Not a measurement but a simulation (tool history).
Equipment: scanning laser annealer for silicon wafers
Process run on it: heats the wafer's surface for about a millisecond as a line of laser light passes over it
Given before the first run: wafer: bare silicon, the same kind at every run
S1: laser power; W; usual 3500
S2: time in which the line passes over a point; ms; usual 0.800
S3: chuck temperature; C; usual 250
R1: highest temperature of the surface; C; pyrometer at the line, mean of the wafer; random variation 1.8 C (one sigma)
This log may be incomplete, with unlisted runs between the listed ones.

run   hour    S1     S2   S3    R1
  1    0.0  3500  0.800  250   960
  2   12.9  3500  0.800  250   963
  3   34.6  3500  0.800  250   961
  4   45.0  3746  0.800  250  1018
  5   64.5  3746  0.800  250  1022
  6   75.5  3500  0.716  250   924
  7   93.1  3500  0.800  250   959
  8  110.2  3500  0.800  250   960
  9  124.4  3500  0.574  250   860
 10  137.4  3376  0.800  250   928
 11  151.9  3500  0.800  250   962
 12  171.0  3500  0.800  250   960
 13  187.9  3500  0.800  250   959
 14  197.2  3500  0.800  250   962
 15  214.8  3500  0.800  250   957
 16  223.8  3231  0.800  284   930
 17  234.2  3276  0.566  252   811
 18  244.3  3704  0.653  280   970
 19  263.8  3290  0.709  256   883
 20  285.7  3639  0.621  240   904
 21  304.7  3639  0.621  240   905
 22  317.3  3639  0.621  240   902
 23  337.1  3639  0.621  240   904
 24  351.5  3639  0.621  240   905
     363.1  -- optics aligned, line set to its width
 25  375.7  3665  0.741  250   971
 26  385.6  3665  0.775  250   992

Forecast run 27:
 27  400.2  3665  0.775  250   ?

{"run 27": {"R1": 991}}
Were there no unlogged condition in the tool, this run, its random variation unchanged, would have produced R1 991 C.
